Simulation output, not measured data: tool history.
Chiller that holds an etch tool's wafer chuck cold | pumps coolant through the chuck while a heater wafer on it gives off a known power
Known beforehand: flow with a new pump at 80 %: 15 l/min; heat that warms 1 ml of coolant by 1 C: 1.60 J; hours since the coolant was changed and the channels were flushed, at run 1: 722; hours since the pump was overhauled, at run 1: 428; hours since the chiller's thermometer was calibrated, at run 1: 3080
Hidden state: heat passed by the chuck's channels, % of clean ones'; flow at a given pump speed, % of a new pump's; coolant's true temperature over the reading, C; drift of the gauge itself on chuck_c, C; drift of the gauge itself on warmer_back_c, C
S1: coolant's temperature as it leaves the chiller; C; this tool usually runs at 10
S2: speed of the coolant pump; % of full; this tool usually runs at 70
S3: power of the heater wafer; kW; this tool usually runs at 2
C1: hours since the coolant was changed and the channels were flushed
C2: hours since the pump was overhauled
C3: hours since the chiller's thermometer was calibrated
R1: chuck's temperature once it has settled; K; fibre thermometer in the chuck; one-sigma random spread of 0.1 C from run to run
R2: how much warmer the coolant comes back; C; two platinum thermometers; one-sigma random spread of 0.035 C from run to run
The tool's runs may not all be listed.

run	day	S1	S2	S3	C1	C2	C3	R1	R2
1	0	10	70	2	722	428	3080	300.75	5.71
2	2.542	10	70	2	783	489	3141	300.65	5.81
3	5.867	17	70	2	863	568	3221	307.65	5.85
4	9.988	17	70	1.902	962	667	3320	306.95	5.51
5	12.679	17	70	1.902	1026	732	3385	306.95	5.55
6	14.983	17	70	1.356	1082	787	3440	302.25	3.92
7	17.962	17	70	1.356	1153	859	3511	302.15	3.94
8	22.229	17	70	1.356	1256	961	3614	302.35	4.01
9	25.662	10	68	2	1338	1044	3696	301.25	6.04
10	28.288	10	68	2	1401	1107	3759	301.35	6.05
11	32.179	10	70	2	1494	1200	3853	301.15	5.91
12	35.446	10	70	2	1573	1278	3931	301.25	5.85
13	39.171	10	70	2	1662	1368	4020	301.15	5.84
# day 41.1: chiller's thermometer calibrated
14	42.65	10	70	1.386	1745	1450	37	295.35	4.04
# day 43.238: coolant pump overhauled
15	44.9	10	70	1.386	1794	40	86	295.85	4.08
16	47.25	10	70	1.386	1850	96	143	295.65	4.1
17	49.638	20	70	2.035	1907	154	200	311.35	6.1
18	53.6	13	70	1.055	2003	249	295	295.55	3.06
19	56.896	13	70	1.055	2082	328	374	295.85	3.1
20	59.433	13	79	1.055	2143	389	435	294.95	2.69
21	61.917	13	79	1.055	2202	448	495	295.05	2.78
22	65.229	13	79	1.055	2282	528	574	294.95	2.76
# day 66.771: coolant pump overhauled, once more
23	68.504	13	79	1.055	2355	42	648	294.95	2.7
24	72.879	14	86	2.345	2460	147	753	305.55	5.39
25	77.096	12	70	1.247	2561	248	854	296.65	3.61
26	80.962	4	66	1.462	2654	341	947	291.05	4.54
27	83.492	4	66	1.462	2715	401	1007	291.15	4.56
28	85.521	4	66	1.462	2764	450	1056	291.15	4.55
29	87.425	4	75	1.462	2809	496	1102	290.05	4
30	90.612	10	70	1.525	2886	572	1178	297.15	4.44
31	93.65	10	70	1.746	2959	645	1251	299.35	5.1

Pick out some run-to-run changes in R1. Of each, how much would a tool without hidden state show as well, from the settings, what came in and chance, and how much is left for the hidden state and any gauge scatter not in both results compared?
Run 13 -> 14: S3 2 -> 1.386, chiller's thermometer calibrated. R1 -5.8 K: hidden state -0.8, all else -5.
Run 16 -> 17: S1 10 -> 20, S3 1.386 -> 2.035. R1 +15.7 K: hidden state +0.5, all else +15.2.
Run 17 -> 18: S1 20 -> 13, S3 2.035 -> 1.055. R1 -15.8 K: hidden state -0.7, all else -15.1.
Run 23 -> 24: S1 13 -> 14, S2 79 -> 86, S3 1.055 -> 2.345. R1 +10.6 K: hidden state +0.8, all else +9.8.
